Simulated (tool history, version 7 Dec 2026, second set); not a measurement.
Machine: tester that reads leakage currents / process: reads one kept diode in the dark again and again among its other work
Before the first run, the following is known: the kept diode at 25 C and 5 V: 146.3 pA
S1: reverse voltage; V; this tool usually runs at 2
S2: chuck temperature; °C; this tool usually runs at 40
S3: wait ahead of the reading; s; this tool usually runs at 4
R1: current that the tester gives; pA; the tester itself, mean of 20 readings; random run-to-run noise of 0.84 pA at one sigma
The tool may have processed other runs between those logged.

run    hour     S1  S2    S3       R1
  1       0      2  40     4   289.16
  2   150.4      2  40  3.07   291.11
  3   348.7   1.52  40  3.07   252.06
  4   469.2   1.52  40  3.07   254.53
  5   583.5   1.52  40  3.07   255.81
  6   783.8  10.63  40     4    758.3
  7   916.4  10.63  51     4  1636.78
  8  1076.2      2  40     4   304.38
  9  1241.4      2  40     4   308.12
 10  1334.1      2  22   1.5    78.25
     1482.2  -- chuck's temperature calibrated
 11  1528.7    5.8  46  0.97   774.87
 12  1696.6   1.03  41  0.53   212.16

Expected results for the next run?
 13  1828.8  1.03  58  6.73   ?

{"run 13": {"R1": 691.28}}
The same run, on a tool lacking any hidden state, would have yielded R1 681.08 pA.
